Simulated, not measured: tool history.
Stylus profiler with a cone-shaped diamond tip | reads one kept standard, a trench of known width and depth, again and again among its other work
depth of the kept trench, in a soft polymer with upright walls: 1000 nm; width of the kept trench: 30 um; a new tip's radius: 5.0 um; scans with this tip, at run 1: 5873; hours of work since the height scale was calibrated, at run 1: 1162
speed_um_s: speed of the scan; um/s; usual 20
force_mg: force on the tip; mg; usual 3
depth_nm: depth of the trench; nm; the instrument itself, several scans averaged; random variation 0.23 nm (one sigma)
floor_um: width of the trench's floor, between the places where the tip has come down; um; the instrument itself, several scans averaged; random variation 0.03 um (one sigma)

run,hour,speed_um_s,force_mg,scans with this tip,hours of work since the height scale was calibrated,depth_nm,floor_um
1,0,20,3,5873,1162,1009.75,23.27
2,106.9,20,3,6300,1246,1009.5,23.22
3,192.2,20,3,6641,1314,1008.84,23.17
4,276.8,7,3,6978,1381,1009.05,23.12
5,334,20,1.21,7207,1426,1002.08,23.07
6,423.7,7,3,7565,1497,1008.31,23.08
7,497.3,7,3,7858,1555,1008.27,23.04
8,585.8,6,3,8212,1625,1008.12,22.98
9,666.9,20,7.87,8536,1689,1020.81,23.01
10,758.7,8,7.87,8902,1761,1020.07,22.98
11,859,20,2.89,9303,1841,1006.6,22.85
12,951.6,20,2.89,9672,1914,1006.25,22.78
13,1064,20,2.89,10121,2002,1005.73,22.76
# hour 1098.6: height scale calibrated on a step standard
14,1116.6,20,5.35,10330,14,1012.1,22.78
15,1163.2,20,5.35,10515,51,1011.76,22.76
16,1230.3,13,3,10783,104,1004.69,22.7
17,1284,20,2.26,10998,146,1001.79,22.64
18,1335.3,20,2.26,11202,187,1001.85,22.68
19,1393.5,20,2.26,11435,233,1001.76,22.61
20,1498.4,20,2.26,11854,316,1001.09,22.62
21,1607.5,42,3,12289,402,1003.34,22.52
# hour 1676.7: height scale calibrated on a step standard, once more
22,1698.9,42,3,12652,18,1014.14,22.42
23,1789.7,42,3,13015,89,1013.95,22.45
24,1893.8,42,3,13431,172,1013.48,22.42
25,1965.9,10,5.89,13718,228,1021.54,22.44
26,2020.2,10,1.38,13935,271,1007.42,22.44
27,2081.3,7,2.43,14179,320,1010.98,22.38
28,2155.2,15,3.81,14474,378,1015.44,22.33
29,2231.1,15,3.81,14777,438,1015.36,22.29
30,2287.2,15,3.81,15001,482,1014.86,22.28
31,2342.2,15,3.81,15221,526,1015.19,22.25
32,2426.8,6,2.34,15558,593,1009.78,22.2
33,2505.9,6,2.34,15874,655,1009.27,22.26
34,2562.8,6,1.19,16102,700,1005.13,22.21
35,2654.1,11,4.5,16466,772,1015.48,22.16
36,2707.6,25,2.02,16680,814,1007.81,22.13
37,2812.1,20,2.56,17097,897,1009.21,22.07
38,2924.1,78,1.62,17544,985,1005.31,21.88
39,2991.8,77,8.98,17814,1039,1025.62,21.98
40,3088.3,66,8.98,18200,1115,1025.19,21.98
41,3174.8,66,8.98,18545,1183,1024.83,21.87
42,3274.7,66,8.98,18944,1262,1024.51,21.86
43,3336.8,13,2.04,19192,1311,1005.21,21.88
44,3424.9,19,3.64,19544,1381,1010.54,21.89
45,3484.8,19,4.89,19783,1428,1013.7,21.82
46,3568.7,19,7.76,20118,1495,1020.93,21.76

4 ways to go on from here, each from the tool as it stands after run 46. What would each give?
A,3638.4,6,1.27,20396,1550,?,?
B,3638.4,7,2.07,20396,1550,?,?
C,3638.4,9,1.81,20396,1550,?,?
D,3638.4,18,1.41,20396,1550,?,?

run,depth_nm,floor_um
A,1001.68,21.81
B,1004.41,21.75
C,1003.02,21.71
D,1001.63,21.75
Without the tool's hidden state the same runs would have given:
run,depth_nm,floor_um
A,1008.41,24.03
B,1011.15,23.97
C,1009.76,23.93
D,1008.36,23.97
